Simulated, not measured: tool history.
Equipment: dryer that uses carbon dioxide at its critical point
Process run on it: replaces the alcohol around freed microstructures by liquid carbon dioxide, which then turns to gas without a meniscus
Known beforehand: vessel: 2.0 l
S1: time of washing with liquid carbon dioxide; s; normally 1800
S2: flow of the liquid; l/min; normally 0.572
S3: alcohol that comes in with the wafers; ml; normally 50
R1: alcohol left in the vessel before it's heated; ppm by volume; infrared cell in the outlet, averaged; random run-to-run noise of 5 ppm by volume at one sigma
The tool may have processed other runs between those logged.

run 1 day=0.000 | S1=1800 S2=0.572 S3=50 | R1=88
run 2 day=0.375 | S1=2280 S2=0.572 S3=50 | R1=26
run 3 day=0.883 | S1=2280 S2=0.572 S3=50 | R1=42
run 4 day=1.283 | S1=2280 S2=0.572 S3=50 | R1=38
run 5 day=1.983 | S1=1800 S2=0.572 S3=50 | R1=112
run 6 day=2.350 | S1=1800 S2=0.572 S3=50 | R1=112
-- day=2.721 inlet filter changed
run 7 day=3.129 | S1=1800 S2=0.572 S3=50 | R1=72
run 8 day=3.562 | S1=1800 S2=0.572 S3=50 | R1=72
run 9 day=4.021 | S1=1800 S2=0.572 S3=50 | R1=82
run 10 day=4.354 | S1=1800 S2=0.572 S3=50 | R1=82
run 11 day=4.912 | S1=1800 S2=0.572 S3=50 | R1=77
run 12 day=5.633 | S1=1740 S2=0.468 S3=78 | R1=278
run 13 day=6.333 | S1=1740 S2=0.468 S3=78 | R1=291
run 14 day=7.058 | S1=1740 S2=0.468 S3=78 | R1=295
run 15 day=7.446 | S1=1200 S2=0.507 S3=24 | R1=340
run 16 day=8.138 | S1=1200 S2=0.420 S3=32 | R1=746
run 17 day=8.554 | S1=1200 S2=0.420 S3=35 | R1=823
run 18 day=8.979 | S1=1500 S2=0.422 S3=81 | R1=865
run 19 day=9.750 | S1=2280 S2=0.574 S3=50 | R1=89
run 20 day=10.192 | S1=1500 S2=0.695 S3=50 | R1=131
run 21 day=10.704 | S1=1440 S2=0.399 S3=50 | R1=819
run 22 day=11.292 | S1=1560 S2=0.399 S3=31 | R1=455

Alternative continuations, all from the tool just after run 22; predict every row:
run A day=12.038 | S1=2880 S2=0.640 S3=31 | R1=?
run B day=12.038 | S1=1800 S2=0.572 S3=99 | R1=?
run C day=12.038 | S1=2580 S2=0.399 S3=31 | R1=?
run D day=12.038 | S1=1200 S2=0.572 S3=50 | R1=?

run=A R1=104
run=B R1=202
run=C R1=142
run=D R1=518
Stripped of hidden state, with their random variation kept, the same runs would have yielded:
run=A R1=4
run=B R1=68
run=C R1=32
run=D R1=306
